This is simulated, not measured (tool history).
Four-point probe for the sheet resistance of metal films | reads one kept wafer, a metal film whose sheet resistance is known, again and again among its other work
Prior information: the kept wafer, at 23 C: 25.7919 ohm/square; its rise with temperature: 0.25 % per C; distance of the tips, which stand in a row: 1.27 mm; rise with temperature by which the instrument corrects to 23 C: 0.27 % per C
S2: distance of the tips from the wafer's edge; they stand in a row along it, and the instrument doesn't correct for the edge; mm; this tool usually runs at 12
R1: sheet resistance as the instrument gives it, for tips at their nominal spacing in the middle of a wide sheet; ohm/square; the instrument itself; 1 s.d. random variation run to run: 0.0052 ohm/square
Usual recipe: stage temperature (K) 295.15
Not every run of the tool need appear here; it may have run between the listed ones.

Run 1, hour 0: usual settings. Result: R1 26.044653 ohm/square.
Run 2, hour 16: usual settings but S2 4 mm. Result: R1 27.21662 ohm/square.
Run 3, hour 28.6: usual settings. Result: R1 26.049173 ohm/square.
Run 4, hour 45.1: usual settings but S2 26 mm. Result: R1 25.929072 ohm/square.
Run 5, hour 54.8: usual settings but S2 26 mm. Result: R1 25.92521 ohm/square.
Run 6, hour 66.1: usual settings but S2 26 mm. Result: R1 25.924529 ohm/square.
Run 7, hour 77.1: usual settings but S2 26 mm. Result: R1 25.919566 ohm/square.
Run 8, hour 86.9: usual settings. Result: R1 26.041711 ohm/square.
Run 9, hour 98.2: usual settings. Result: R1 26.036123 ohm/square.
Run 10, hour 106.9: usual settings. Result: R1 26.043902 ohm/square.
Run 11, hour 114.6: usual settings but stage temperature (K) 299.15. Result: R1 26.030846 ohm/square.
Run 12, hour 125.1: usual settings. Result: R1 26.032936 ohm/square.
Run 13, hour 137.5: usual settings. Result: R1 26.030471 ohm/square.
Run 14, hour 149.8: usual settings but stage temperature (K) 299.15, S2 7 mm. Result: R1 26.328303 ohm/square.
Run 15, hour 161.7: usual settings but stage temperature (K) 308.15, S2 7 mm. Result: R1 26.305824 ohm/square.
Run 16, hour 169.4: usual settings but stage temperature (K) 291.15, S2 66 mm. Result: R1 25.898656 ohm/square.
Run 17, hour 185.6: usual settings but stage temperature (K) 297.15, S2 17 mm. Result: R1 25.951412 ohm/square.
Run 18, hour 193.2: usual settings but S2 6 mm. Result: R1 26.485404 ohm/square.
Run 19, hour 206.7: usual settings but stage temperature (K) 308.15, S2 27 mm. Result: R1 25.877367 ohm/square.
Run 20, hour 221.1: usual settings but stage temperature (K) 306.15, S2 6 mm. Result: R1 26.45666 ohm/square.
Run 21, hour 231.2: usual settings but stage temperature (K) 306.15, S2 6 mm. Result: R1 26.451464 ohm/square.
Run 22, hour 240.3: usual settings but stage temperature (K) 306.15, S2 8 mm. Result: R1 26.193179 ohm/square.
Run 23, hour 253.8: usual settings but stage temperature (K) 306.15, S2 50 mm. Result: R1 25.851282 ohm/square.
Run 24, hour 261.9: usual settings but stage temperature (K) 306.15, S2 50 mm. Result: R1 25.840488 ohm/square.
Run 25, hour 269.5: usual settings but stage temperature (K) 293.15, S2 28 mm. Result: R1 25.923778 ohm/square.

Selected run-to-run steps in R1, each split into two signed amounts: the part the tool would show with no hidden state at all (from settings, incoming material and random variation), and the remainder, which goes to the hidden state together with any gauge scatter not common to the measured and the hidden-state-free results:
Hidden state at play: inner tips' distance over the nominal, %; tips' flats over new ones', %; wafer's true temperature over the reading, C; drift of the gauge itself on sheet_ohm, %.
Run 1 -> 2: S2 12 -> 4. R1 +1.171967 ohm/square: hidden state +0.003163, all else +1.168804.
Run 2 -> 3: S2 4 -> 12. R1 -1.167447 ohm/square: hidden state -0.004108, all else -1.163339.
